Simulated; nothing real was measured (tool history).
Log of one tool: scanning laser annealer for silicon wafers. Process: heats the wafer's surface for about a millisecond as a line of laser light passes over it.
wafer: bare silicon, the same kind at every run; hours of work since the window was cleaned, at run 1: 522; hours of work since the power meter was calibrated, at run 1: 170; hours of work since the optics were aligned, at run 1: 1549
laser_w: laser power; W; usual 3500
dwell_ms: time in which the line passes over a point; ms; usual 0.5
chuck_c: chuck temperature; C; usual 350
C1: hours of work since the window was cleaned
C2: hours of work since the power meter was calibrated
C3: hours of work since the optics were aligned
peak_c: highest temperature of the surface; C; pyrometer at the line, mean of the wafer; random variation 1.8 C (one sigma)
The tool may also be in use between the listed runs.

run 1 day=0 | laser_w=3500 dwell_ms=0.5 chuck_c=350 | C1=522 C2=170 C3=1549 | peak_c=1004
-- day=0.258 window over the wafer cleaned
run 2 day=1.442 | laser_w=3500 dwell_ms=0.5 chuck_c=350 | C1=20 C2=192 C3=1572 | peak_c=977
run 3 day=2.858 | laser_w=3500 dwell_ms=0.5 chuck_c=326 | C1=43 C2=216 C3=1595 | peak_c=955
run 4 day=4.283 | laser_w=3500 dwell_ms=0.5 chuck_c=326 | C1=67 C2=240 C3=1619 | peak_c=950
run 5 day=4.954 | laser_w=3413 dwell_ms=0.5 chuck_c=350 | C1=78 C2=251 C3=1630 | peak_c=955
-- day=5.188 window over the wafer cleaned, once more
run 6 day=5.808 | laser_w=3632 dwell_ms=0.5 chuck_c=350 | C1=10 C2=264 C3=1643 | peak_c=1078
run 7 day=6.617 | laser_w=3500 dwell_ms=0.478 chuck_c=350 | C1=24 C2=277 C3=1657 | peak_c=1025
-- day=7.508 optics aligned, line set to its width
run 8 day=7.575 | laser_w=3500 dwell_ms=0.5 chuck_c=350 | C1=36 C2=290 C3=1 | peak_c=1055
run 9 day=8.258 | laser_w=3289 dwell_ms=0.5 chuck_c=350 | C1=48 C2=301 C3=13 | peak_c=996
run 10 day=8.888 | laser_w=3289 dwell_ms=0.5 chuck_c=350 | C1=58 C2=312 C3=23 | peak_c=999
run 11 day=9.533 | laser_w=3377 dwell_ms=0.5 chuck_c=350 | C1=69 C2=323 C3=34 | peak_c=1021
run 12 day=10.646 | laser_w=3500 dwell_ms=0.417 chuck_c=350 | C1=88 C2=341 C3=52 | peak_c=989
run 13 day=12.058 | laser_w=3260 dwell_ms=0.5 chuck_c=350 | C1=111 C2=365 C3=76 | peak_c=986
run 14 day=12.662 | laser_w=3260 dwell_ms=0.5 chuck_c=350 | C1=121 C2=375 C3=86 | peak_c=987
run 15 day=13.517 | laser_w=3500 dwell_ms=0.5 chuck_c=355 | C1=136 C2=389 C3=100 | peak_c=1050
run 16 day=14.425 | laser_w=3500 dwell_ms=0.5 chuck_c=355 | C1=151 C2=404 C3=115 | peak_c=1052
run 17 day=15.667 | laser_w=3500 dwell_ms=0.5 chuck_c=350 | C1=171 C2=425 C3=136 | peak_c=1046
run 18 day=16.508 | laser_w=3500 dwell_ms=0.5 chuck_c=350 | C1=185 C2=439 C3=150 | peak_c=1043
run 19 day=17.217 | laser_w=3500 dwell_ms=0.48 chuck_c=350 | C1=197 C2=451 C3=162 | peak_c=1026
run 20 day=18.233 | laser_w=3500 dwell_ms=0.48 chuck_c=343 | C1=214 C2=468 C3=179 | peak_c=1019
run 21 day=19.292 | laser_w=3718 dwell_ms=0.48 chuck_c=343 | C1=232 C2=485 C3=197 | peak_c=1074
run 22 day=20.217 | laser_w=3500 dwell_ms=0.537 chuck_c=314 | C1=247 C2=501 C3=212 | peak_c=1031
run 23 day=21.008 | laser_w=3500 dwell_ms=0.5 chuck_c=376 | C1=261 C2=514 C3=225 | peak_c=1062
run 24 day=22.196 | laser_w=3500 dwell_ms=0.5 chuck_c=376 | C1=280 C2=534 C3=245 | peak_c=1063
run 25 day=23.067 | laser_w=3187 dwell_ms=0.5 chuck_c=325 | C1=295 C2=548 C3=260 | peak_c=928
run 26 day=24.088 | laser_w=3341 dwell_ms=0.432 chuck_c=333 | C1=312 C2=565 C3=277 | peak_c=931
run 27 day=24.667 | laser_w=3839 dwell_ms=0.432 chuck_c=335 | C1=322 C2=575 C3=286 | peak_c=1047
run 28 day=25.996 | laser_w=3338 dwell_ms=0.5 chuck_c=314 | C1=344 C2=597 C3=308 | peak_c=952

Forecast run 29:
run 29 day=26.762 | laser_w=3016 dwell_ms=0.378 chuck_c=350 | C1=357 C2=610 C3=321 | peak_c=?

peak_c: 834 C
Without the tool's hidden state the same run would have given peak_c 850 C.
